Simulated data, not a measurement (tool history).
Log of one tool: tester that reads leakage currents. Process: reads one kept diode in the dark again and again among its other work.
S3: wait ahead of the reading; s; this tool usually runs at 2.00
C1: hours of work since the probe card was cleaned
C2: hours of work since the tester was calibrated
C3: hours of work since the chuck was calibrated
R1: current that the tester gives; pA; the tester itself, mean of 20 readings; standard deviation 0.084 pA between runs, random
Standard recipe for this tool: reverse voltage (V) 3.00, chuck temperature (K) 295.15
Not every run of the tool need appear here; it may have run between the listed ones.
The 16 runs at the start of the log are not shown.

Run 17, hour 571.2: usual settings but reverse voltage (V) 5.49; C1 1051; C2 341; C3 1023. Result: R1 34.93 pA.
Run 18, hour 598.2: usual settings but reverse voltage (V) 5.49; C1 1064; C2 353; C3 1035. Result: R1 35.09 pA.
Run 19, hour 633.4: usual settings but reverse voltage (V) 5.49, chuck temperature (K) 306.15; C1 1079; C2 369; C3 1051. Result: R1 78.64 pA.
Run 20, hour 680.4: usual settings but reverse voltage (V) 5.49, chuck temperature (K) 306.15; C1 1101; C2 390; C3 1072. Result: R1 79.35 pA.
Run 21, hour 725.3: usual settings but reverse voltage (V) 5.49, chuck temperature (K) 302.15, S3 1.48 s; C1 1121; C2 411; C3 1092. Result: R1 58.98 pA.
Run 22, hour 755.9: usual settings but S3 1.26 s; C1 1135; C2 424; C3 1106. Result: R1 26.17 pA.
Run 23, hour 789.6: usual settings but reverse voltage (V) 1.02, chuck temperature (K) 294.15, S3 1.55 s; C1 1150; C2 440; C3 1121. Result: R1 14.54 pA.
Run 24, hour 817.0: usual settings but reverse voltage (V) 4.37, chuck temperature (K) 303.15, S3 5.40 s; C1 1162; C2 452; C3 1134. Result: R1 57.10 pA.
Run 25, hour 859.6: usual settings but reverse voltage (V) 11.33, chuck temperature (K) 304.15, S3 0.66 s; C1 1181; C2 471; C3 1153. Result: R1 97.51 pA.
At hour 864.1: tester calibrated.
Run 26, hour 881.3: usual settings but reverse voltage (V) 2.34, chuck temperature (K) 308.15, S3 5.26 s; C1 1190; C2 8; C3 1162. Result: R1 63.74 pA.
Run 27, hour 924.8: usual settings but reverse voltage (V) 9.14, chuck temperature (K) 311.15; C1 1210; C2 27; C3 1181. Result: R1 145.64 pA.
Run 28, hour 968.6: usual settings but reverse voltage (V) 9.14, chuck temperature (K) 311.15; C1 1230; C2 47; C3 1201. Result: R1 145.48 pA.
Run 29, hour 993.1: usual settings but reverse voltage (V) 9.14, chuck temperature (K) 311.15; C1 1241; C2 58; C3 1212. Result: R1 145.22 pA.
Run 30, hour 1015.8: usual settings but chuck temperature (K) 299.15; C1 1251; C2 68; C3 1222. Result: R1 35.79 pA.
Run 31, hour 1052.4: usual settings but reverse voltage (V) 3.46, chuck temperature (K) 293.15, S3 8.49 s; C1 1267; C2 85; C3 1239. Result: R1 24.69 pA.
Run 32, hour 1085.7: usual settings but reverse voltage (V) 3.46, chuck temperature (K) 315.15, S3 0.58 s; C1 1282; C2 100; C3 1254. Result: R1 129.78 pA.
Run 33, hour 1128.8: usual settings but reverse voltage (V) 1.11, chuck temperature (K) 312.15, S3 1.06 s; C1 1302; C2 119; C3 1273. Result: R1 65.10 pA.
At hour 1147.9: tester calibrated, once more.
Run 34, hour 1157.4: usual settings but reverse voltage (V) 3.25, chuck temperature (K) 320.15, S3 2.38 s; C1 1314; C2 4; C3 1285. Result: R1 182.58 pA.
Run 35, hour 1201.3: usual settings but reverse voltage (V) 9.38, chuck temperature (K) 306.15, S3 0.38 s; C1 1334; C2 24; C3 1305. Result: R1 102.78 pA.
Run 36, hour 1248.3: usual settings but reverse voltage (V) 9.38, chuck temperature (K) 306.15, S3 0.38 s; C1 1355; C2 45; C3 1326. Result: R1 103.75 pA.
Run 37, hour 1286.1: usual settings but reverse voltage (V) 13.11, chuck temperature (K) 317.15, S3 1.98 s; C1 1372; C2 62; C3 1343. Result: R1 261.67 pA.
Run 38, hour 1312.0: usual settings but reverse voltage (V) 14.78, chuck temperature (K) 299.15, S3 0.91 s; C1 1383; C2 74; C3 1355. Result: R1 83.34 pA.
Run 39, hour 1341.1: usual settings but reverse voltage (V) 1.82, chuck temperature (K) 304.15, S3 8.55 s; C1 1397; C2 87; C3 1368. Result: R1 41.69 pA.

3 options for the next run, each taken on its own from the tool as it stands now. Forecast them:
At hour 1357.0: probe card cleaned and baked.
Run A, hour 1387.4: usual settings but reverse voltage (V) 1.82, chuck temperature (K) 304.15, S3 0.73 s; C1 14; C2 107; C3 1388. Result: R1 ?.
At hour 1357.0: probe card cleaned and baked.
Run B, hour 1387.4: usual settings but reverse voltage (V) 1.09, chuck temperature (K) 304.15, S3 0.63 s; C1 14; C2 107; C3 1388. Result: R1 ?.
At hour 1357.0: probe card cleaned and baked.
Run C, hour 1387.4: usual settings but reverse voltage (V) 1.82, chuck temperature (K) 297.15, S3 8.55 s; C1 14; C2 107; C3 1388. Result: R1 ?.

run     R1
  A  38.40
  B  31.38
  C  20.81
With the hidden condition removed and each run's random variation left untouched, the same runs would have given:
run     R1
  A  41.06
  B  33.57
  C  22.30
